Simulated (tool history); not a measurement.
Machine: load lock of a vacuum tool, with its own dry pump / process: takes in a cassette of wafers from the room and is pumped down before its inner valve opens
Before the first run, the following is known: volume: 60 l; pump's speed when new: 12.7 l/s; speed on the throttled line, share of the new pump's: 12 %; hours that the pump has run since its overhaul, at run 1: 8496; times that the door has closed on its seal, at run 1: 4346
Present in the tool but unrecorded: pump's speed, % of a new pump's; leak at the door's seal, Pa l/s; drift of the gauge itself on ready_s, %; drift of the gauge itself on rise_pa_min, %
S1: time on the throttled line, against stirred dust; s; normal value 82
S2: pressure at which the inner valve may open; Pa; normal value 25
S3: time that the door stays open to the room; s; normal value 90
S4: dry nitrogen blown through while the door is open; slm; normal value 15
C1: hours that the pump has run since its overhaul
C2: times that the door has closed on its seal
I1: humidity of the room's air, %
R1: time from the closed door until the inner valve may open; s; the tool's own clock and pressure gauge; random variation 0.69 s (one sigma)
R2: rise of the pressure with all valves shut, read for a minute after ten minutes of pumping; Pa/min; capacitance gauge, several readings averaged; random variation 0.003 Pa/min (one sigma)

run 1 hour=0.0 | S1=82 S2=25 S3=90 S4=15 | C1=8496 C2=4346 | I1=45.9 | R1=113.4 R2=0.040
run 2 hour=211.5 | S1=82 S2=25 S3=90 S4=15 | C1=8707 C2=4592 | I1=42.3 | R1=113.3 R2=0.035
run 3 hour=365.3 | S1=82 S2=25 S3=39 S4=15 | C1=8861 C2=4771 | I1=42.3 | R1=115.5 R2=0.030
run 4 hour=544.5 | S1=82 S2=25 S3=39 S4=15 | C1=9040 C2=4979 | I1=44.5 | R1=115.5 R2=0.042
run 5 hour=732.4 | S1=82 S2=25 S3=39 S4=15 | C1=9228 C2=5197 | I1=45.7 | R1=113.3 R2=0.037
run 6 hour=914.4 | S1=82 S2=25 S3=90 S4=15 | C1=9410 C2=5408 | I1=43.0 | R1=115.2 R2=0.033
run 7 hour=1072.9 | S1=82 S2=25 S3=141 S4=15 | C1=9568 C2=5592 | I1=47.4 | R1=113.8 R2=0.048
run 8 hour=1198.0 | S1=82 S2=25 S3=141 S4=15 | C1=9694 C2=5737 | I1=46.6 | R1=115.3 R2=0.047
run 9 hour=1362.0 | S1=82 S2=25 S3=141 S4=15 | C1=9858 C2=5928 | I1=49.0 | R1=114.9 R2=0.050
run 10 hour=1479.1 | S1=82 S2=25 S3=141 S4=15 | C1=9975 C2=6064 | I1=41.7 | R1=115.5 R2=0.045
run 11 hour=1655.7 | S1=82 S2=25 S3=141 S4=15 | C1=10151 C2=6269 | I1=43.6 | R1=116.4 R2=0.051
run 12 hour=1811.7 | S1=100 S2=32 S3=141 S4=20 | C1=10307 C2=6450 | I1=42.3 | R1=128.0 R2=0.042
-- hour=1930.6 dry pump taken out, an overhauled one fitted
run 13 hour=2039.2 | S1=100 S2=32 S3=141 S4=20 | C1=109 C2=6707 | I1=45.9 | R1=125.2 R2=0.049
run 14 hour=2135.7 | S1=61 S2=32 S3=32 S4=27 | C1=205 C2=6819 | I1=44.0 | R1=91.7 R2=0.038
run 15 hour=2272.2 | S1=61 S2=32 S3=32 S4=27 | C1=342 C2=6978 | I1=46.5 | R1=91.5 R2=0.043
run 16 hour=2450.2 | S1=61 S2=32 S3=32 S4=27 | C1=520 C2=7185 | I1=46.8 | R1=91.2 R2=0.041
run 17 hour=2578.8 | S1=158 S2=40 S3=117 S4=9 | C1=648 C2=7334 | I1=47.9 | R1=174.4 R2=0.060
run 18 hour=2687.5 | S1=158 S2=40 S3=97 S4=11 | C1=757 C2=7460 | I1=45.3 | R1=178.9 R2=0.058

What if the next run were any one of these 4? Each begins from the tool's condition after run 18:
run A hour=2918.3 | S1=82 S2=23 S3=124 S4=17 | C1=988 C2=7728 | I1=45.3 | R1=? R2=?
run B hour=2918.3 | S1=158 S2=23 S3=43 S4=7 | C1=988 C2=7728 | I1=45.5 | R1=? R2=?
run C hour=2918.3 | S1=82 S2=25 S3=90 S4=20 | C1=988 C2=7728 | I1=45.6 | R1=? R2=?
run D hour=2918.3 | S1=51 S2=18 S3=90 S4=15 | C1=988 C2=7728 | I1=45.2 | R1=? R2=?

run=A R1=112.1 R2=0.056
run=B R1=178.8 R2=0.050
run=C R1=111.0 R2=0.051
run=D R1=85.7 R2=0.056
Without the tool's unlogged condition, the same runs would have read:
run=A R1=112.1 R2=0.015
run=B R1=178.8 R2=0.009
run=C R1=111.0 R2=0.010
run=D R1=85.8 R2=0.015
